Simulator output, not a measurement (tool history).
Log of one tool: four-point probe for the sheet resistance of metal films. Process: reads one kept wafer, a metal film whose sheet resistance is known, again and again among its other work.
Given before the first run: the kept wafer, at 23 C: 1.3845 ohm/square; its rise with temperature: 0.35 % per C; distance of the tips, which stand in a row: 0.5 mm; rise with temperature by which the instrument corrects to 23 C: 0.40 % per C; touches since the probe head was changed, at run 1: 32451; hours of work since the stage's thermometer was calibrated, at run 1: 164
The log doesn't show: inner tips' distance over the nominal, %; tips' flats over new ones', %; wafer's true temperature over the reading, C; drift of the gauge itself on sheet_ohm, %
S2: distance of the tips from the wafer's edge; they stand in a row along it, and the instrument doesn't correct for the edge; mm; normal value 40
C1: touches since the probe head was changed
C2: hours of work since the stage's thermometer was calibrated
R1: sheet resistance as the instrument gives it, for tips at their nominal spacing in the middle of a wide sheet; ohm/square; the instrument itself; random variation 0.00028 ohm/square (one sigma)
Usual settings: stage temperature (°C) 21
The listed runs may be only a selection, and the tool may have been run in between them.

{"run": 1, "hour": 0.0, "stage temperature (°C)": 21, "S2": 40, "C1": 32451, "C2": 164, "R1": 1.392061}
{"run": 2, "hour": 17.5, "stage temperature (°C)": 26, "S2": 40, "C1": 33597, "C2": 178, "R1": 1.389379}
{"run": 3, "hour": 31.4, "stage temperature (°C)": 26, "S2": 40, "C1": 34508, "C2": 189, "R1": 1.389796}
{"run": 4, "hour": 58.9, "stage temperature (°C)": 29, "S2": 40, "C1": 36307, "C2": 211, "R1": 1.38779}
{"run": 5, "hour": 88.2, "stage temperature (°C)": 29, "S2": 40, "C1": 38225, "C2": 234, "R1": 1.387872}
{"run": 6, "hour": 108.0, "stage temperature (°C)": 21, "S2": 4, "C1": 39518, "C2": 250, "R1": 1.404548}
{"run": 7, "hour": 130.3, "stage temperature (°C)": 27, "S2": 40, "C1": 40983, "C2": 268, "R1": 1.389353}
{"run": 8, "hour": 156.5, "stage temperature (°C)": 27, "S2": 23, "C1": 42692, "C2": 289, "R1": 1.389858}
{"run": 9, "hour": 182.9, "stage temperature (°C)": 27, "S2": 23, "C1": 44425, "C2": 310, "R1": 1.390556}
{"run": 10, "hour": 197.1, "stage temperature (°C)": 21, "S2": 16, "C1": 45352, "C2": 321, "R1": 1.394637}
{"run": 11, "hour": 220.1, "stage temperature (°C)": 19, "S2": 40, "C1": 46857, "C2": 339, "R1": 1.395598}
{"run": 12, "hour": 242.5, "stage temperature (°C)": 19, "S2": 40, "C1": 48325, "C2": 357, "R1": 1.395212}
{"run": 13, "hour": 256.4, "stage temperature (°C)": 21, "S2": 40, "C1": 49236, "C2": 368, "R1": 1.394056}
{"run": 14, "hour": 285.6, "stage temperature (°C)": 21, "S2": 40, "C1": 51145, "C2": 392, "R1": 1.394153}
{"run": 15, "hour": 306.8, "stage temperature (°C)": 21, "S2": 40, "C1": 52531, "C2": 408, "R1": 1.394796}
{"run": 16, "hour": 330.8, "stage temperature (°C)": 21, "S2": 40, "C1": 54104, "C2": 428, "R1": 1.394935}
{"run": 17, "hour": 361.6, "stage temperature (°C)": 21, "S2": 40, "C1": 56122, "C2": 452, "R1": 1.394816}
{"run": 18, "hour": 381.5, "stage temperature (°C)": 23, "S2": 40, "C1": 57422, "C2": 468, "R1": 1.393531}
{"run": 19, "hour": 412.2, "stage temperature (°C)": 23, "S2": 67, "C1": 59431, "C2": 492, "R1": 1.393863}
{"run": 20, "hour": 440.5, "stage temperature (°C)": 20, "S2": 40, "C1": 61286, "C2": 515, "R1": 1.395904}
{"run": 21, "hour": 469.0, "stage temperature (°C)": 21, "S2": 6, "C1": 63150, "C2": 538, "R1": 1.400655}
{"run": 22, "hour": 490.2, "stage temperature (°C)": 21, "S2": 40, "C1": 64539, "C2": 554, "R1": 1.395779}
{"run": 23, "hour": 520.3, "stage temperature (°C)": 21, "S2": 40, "C1": 66510, "C2": 578, "R1": 1.395851}
{"run": 24, "hour": 541.1, "stage temperature (°C)": 21, "S2": 40, "C1": 67873, "C2": 595, "R1": 1.396373}
{"run": 25, "hour": 564.6, "stage temperature (°C)": 29, "S2": 8, "C1": 69412, "C2": 614, "R1": 1.393791}
{"run": 26, "hour": 586.5, "stage temperature (°C)": 31, "S2": 40, "C1": 70845, "C2": 631, "R1": 1.390497}
{"hour": 589.5, "done": "stage's thermometer calibrated"}
{"run": 27, "hour": 616.9, "stage temperature (°C)": 31, "S2": 40, "C1": 72798, "C2": 22, "R1": 1.390484}
{"run": 28, "hour": 629.9, "stage temperature (°C)": 31, "S2": 40, "C1": 73654, "C2": 32, "R1": 1.390685}
{"run": 29, "hour": 653.8, "stage temperature (°C)": 31, "S2": 40, "C1": 75215, "C2": 51, "R1": 1.390142}
{"hour": 664.5, "done": "stage's thermometer calibrated, once more"}
{"run": 30, "hour": 681.3, "stage temperature (°C)": 26, "S2": 6, "C1": 76986, "C2": 13, "R1": 1.397758}
{"run": 31, "hour": 700.6, "stage temperature (°C)": 26, "S2": 6, "C1": 78245, "C2": 29, "R1": 1.397222}
{"run": 32, "hour": 722.8, "stage temperature (°C)": 23, "S2": 3, "C1": 79701, "C2": 46, "R1": 1.415302}
{"run": 33, "hour": 752.1, "stage temperature (°C)": 30, "S2": 3, "C1": 81619, "C2": 70, "R1": 1.411205}
{"run": 34, "hour": 778.3, "stage temperature (°C)": 28, "S2": 3, "C1": 83336, "C2": 91, "R1": 1.412566}
{"run": 35, "hour": 808.6, "stage temperature (°C)": 24, "S2": 18, "C1": 85314, "C2": 115, "R1": 1.394813}
{"run": 36, "hour": 830.9, "stage temperature (°C)": 24, "S2": 18, "C1": 86775, "C2": 133, "R1": 1.395183}
{"run": 37, "hour": 845.3, "stage temperature (°C)": 20, "S2": 40, "C1": 87718, "C2": 144, "R1": 1.397697}
{"run": 38, "hour": 866.0, "stage temperature (°C)": 24, "S2": 40, "C1": 89076, "C2": 161, "R1": 1.395353}
{"run": 39, "hour": 891.7, "stage temperature (°C)": 22, "S2": 33, "C1": 90755, "C2": 181, "R1": 1.396686}
{"run": 40, "hour": 912.7, "stage temperature (°C)": 22, "S2": 33, "C1": 92133, "C2": 198, "R1": 1.396939}
{"run": 41, "hour": 926.4, "stage temperature (°C)": 22, "S2": 33, "C1": 93029, "C2": 209, "R1": 1.396844}
{"run": 42, "hour": 940.2, "stage temperature (°C)": 25, "S2": 4, "C1": 93933, "C2": 220, "R1": 1.406423}
{"run": 43, "hour": 960.9, "stage temperature (°C)": 18, "S2": 11, "C1": 95286, "C2": 236, "R1": 1.400882}
{"run": 44, "hour": 988.6, "stage temperature (°C)": 29, "S2": 14, "C1": 97103, "C2": 258, "R1": 1.393521}
{"run": 45, "hour": 1016.6, "stage temperature (°C)": 30, "S2": 10, "C1": 98936, "C2": 281, "R1": 1.394429}
{"run": 46, "hour": 1034.2, "stage temperature (°C)": 21, "S2": 34, "C1": 100088, "C2": 295, "R1": 1.39833}

Alternative continuations, all from the tool just after run 46; predict every row:
{"run": "A", "hour": 1058.8, "stage temperature (°C)": 21, "S2": 39, "C1": 101696, "C2": 314, "R1": "?"}
{"run": "B", "hour": 1058.8, "stage temperature (°C)": 33, "S2": 14, "C1": 101696, "C2": 314, "R1": "?"}
{"run": "C", "hour": 1058.8, "stage temperature (°C)": 18, "S2": 40, "C1": 101696, "C2": 314, "R1": "?"}

run=A R1=1.398112
run=B R1=1.391518
run=C R1=1.400225
The same runs, with their run-to-run variation unchanged, on a tool lacking any hidden condition would have given:
run=A R1=1.385755
run=B R1=1.379231
run=C R1=1.387845

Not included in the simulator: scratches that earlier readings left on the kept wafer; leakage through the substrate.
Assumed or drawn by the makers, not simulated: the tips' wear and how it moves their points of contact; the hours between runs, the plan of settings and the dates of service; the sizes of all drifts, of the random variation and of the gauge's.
